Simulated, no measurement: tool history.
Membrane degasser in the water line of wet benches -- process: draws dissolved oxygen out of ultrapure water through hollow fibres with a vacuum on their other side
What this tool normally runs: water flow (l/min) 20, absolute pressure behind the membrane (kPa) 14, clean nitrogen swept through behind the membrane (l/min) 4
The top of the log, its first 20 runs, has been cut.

| run | hour | water flow (l/min) | absolute pressure behind the membrane (kPa) | clean nitrogen swept through behind the membrane (l/min) | hours since the membrane was changed | hours since the vacuum gauge was calibrated | hours since the vacuum lines were made tight | dissolved oxygen in the water behind the degasser (ppb) | pressure that the water loses in the fibres (kPa) |
|---|---|---|---|---|---|---|---|---|---|
| 21 | 3078.7 | 14 | 14 | 9.01 | 3939 | 3939 | 4344 | 94.2 | 19.77 |
| 22 | 3296.8 | 14 | 23.5 | 2.03 | 4157 | 4157 | 4562 | 377.1 | 19.62 |
| 23 | 3485.7 | 23 | 23.5 | 9.69 | 4346 | 4346 | 4750 | 329.6 | 31.8 |
| 24 | 3681.9 | 20 | 14 | 4.65 | 4542 | 4542 | 4947 | 265.2 | 27.87 |
| 25 | 3783.5 | 13 | 11.1 | 4 | 4644 | 4644 | 5048 | 103.7 | 17.95 |
| 26 | 4002.2 | 26 | 12.3 | 7.97 | 4862 | 4862 | 5267 | 378 | 36.34 |
| 27 | 4128.6 | 20 | 14 | 1.65 | 4989 | 4989 | 5393 | 445.7 | 28.14 |
|  | 4209.7 | vacuum gauge calibrated |
| 28 | 4304.4 | 20 | 14 | 1.65 | 5164 | 95 | 5569 | 449 | 27.9 |
| 29 | 4497.8 | 20 | 14 | 1.65 | 5357 | 288 | 5762 | 447 | 27.98 |
| 30 | 4662.9 | 19 | 14 | 2.65 | 5523 | 453 | 5927 | 317.1 | 26.5 |
| 31 | 4826.8 | 15 | 14 | 2.6 | 5686 | 617 | 6091 | 220.6 | 20.77 |

3 ways to go on from here, each from the tool as it stands after run 31. What would each give?
| A | 5048.1 | 15 | 8.7 | 2.6 | 5908 | 838 | 6312 | ? | ? |
| B | 5048.1 | 12 | 16.6 | 1.86 | 5908 | 838 | 6312 | ? | ? |
| C | 5048.1 | 24 | 28.5 | 4.89 | 5908 | 838 | 6312 | ? | ? |

| run | dissolved oxygen in the water behind the degasser (ppb) | pressure that the water loses in the fibres (kPa) |
|---|---|---|
| A | 144.6 | 21.26 |
| B | 237.6 | 17.21 |
| C | 532 | 33.8 |
What these runs would have given with no unlogged condition in the tool:
| run | dissolved oxygen in the water behind the degasser (ppb) | pressure that the water loses in the fibres (kPa) |
|---|---|---|
| A | 134.1 | 20.72 |
| B | 227 | 16.78 |
| C | 506.8 | 32.95 |
